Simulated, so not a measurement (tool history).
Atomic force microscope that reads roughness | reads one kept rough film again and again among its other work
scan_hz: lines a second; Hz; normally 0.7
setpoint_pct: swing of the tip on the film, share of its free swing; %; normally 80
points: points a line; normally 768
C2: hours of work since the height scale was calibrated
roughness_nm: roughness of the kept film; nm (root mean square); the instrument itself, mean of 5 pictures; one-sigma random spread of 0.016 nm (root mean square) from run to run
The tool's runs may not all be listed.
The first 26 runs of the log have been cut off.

run 27 hour=442.2 | scan_hz=3.243 setpoint_pct=80 points=296 | pictures_with_this_tip=102 C2=24 | roughness_nm=3.2
run 28 hour=463.1 | scan_hz=0.924 setpoint_pct=55 points=482 | pictures_with_this_tip=138 C2=36 | roughness_nm=3.601
run 29 hour=477.8 | scan_hz=3.88 setpoint_pct=55 points=362 | pictures_with_this_tip=164 C2=44 | roughness_nm=3.409
run 30 hour=492.5 | scan_hz=0.64 setpoint_pct=86 points=768 | pictures_with_this_tip=190 C2=53 | roughness_nm=3.343
run 31 hour=516.3 | scan_hz=0.64 setpoint_pct=86 points=768 | pictures_with_this_tip=232 C2=66 | roughness_nm=3.257
-- hour=538.5 height scale calibrated on a step standard, once more
run 32 hour=539.5 | scan_hz=2.947 setpoint_pct=77 points=768 | pictures_with_this_tip=271 C2=1 | roughness_nm=2.976
run 33 hour=557 | scan_hz=1.228 setpoint_pct=69 points=988 | pictures_with_this_tip=302 C2=10 | roughness_nm=3.172
run 34 hour=574 | scan_hz=3.936 setpoint_pct=64 points=788 | pictures_with_this_tip=331 C2=20 | roughness_nm=2.996
run 35 hour=585.5 | scan_hz=1.975 setpoint_pct=64 points=788 | pictures_with_this_tip=352 C2=26 | roughness_nm=3.064
run 36 hour=604.9 | scan_hz=0.965 setpoint_pct=64 points=788 | pictures_with_this_tip=386 C2=37 | roughness_nm=3.054
-- hour=612.8 new tip fitted
run 37 hour=616.1 | scan_hz=0.636 setpoint_pct=64 points=788 | pictures_with_this_tip=6 C2=43 | roughness_nm=3.958
run 38 hour=634.9 | scan_hz=1.359 setpoint_pct=66 points=768 | pictures_with_this_tip=38 C2=54 | roughness_nm=3.801
run 39 hour=645.4 | scan_hz=0.977 setpoint_pct=61 points=749 | pictures_with_this_tip=57 C2=60 | roughness_nm=3.821
run 40 hour=670 | scan_hz=0.983 setpoint_pct=58 points=656 | pictures_with_this_tip=100 C2=73 | roughness_nm=3.714
run 41 hour=685.9 | scan_hz=0.972 setpoint_pct=55 points=285 | pictures_with_this_tip=128 C2=82 | roughness_nm=3.559

Below are 4 alternative next runs, each starting from the tool's condition after run 41. Predict each:
run A hour=710 | scan_hz=2.613 setpoint_pct=78 points=768 | pictures_with_this_tip=171 C2=96 | roughness_nm=?
run B hour=710 | scan_hz=3.489 setpoint_pct=80 points=495 | pictures_with_this_tip=171 C2=96 | roughness_nm=?
run C hour=710 | scan_hz=2.071 setpoint_pct=85 points=666 | pictures_with_this_tip=171 C2=96 | roughness_nm=?
run D hour=710 | scan_hz=0.698 setpoint_pct=58 points=690 | pictures_with_this_tip=171 C2=96 | roughness_nm=?

run=A roughness_nm=3.176
run=B roughness_nm=3.047
run=C roughness_nm=3.142
run=D roughness_nm=3.541
With the hidden condition removed and each run's random variation left untouched, the same runs would have given:
run=A roughness_nm=3.601
run=B roughness_nm=3.454
run=C roughness_nm=3.561
run=D roughness_nm=4.014
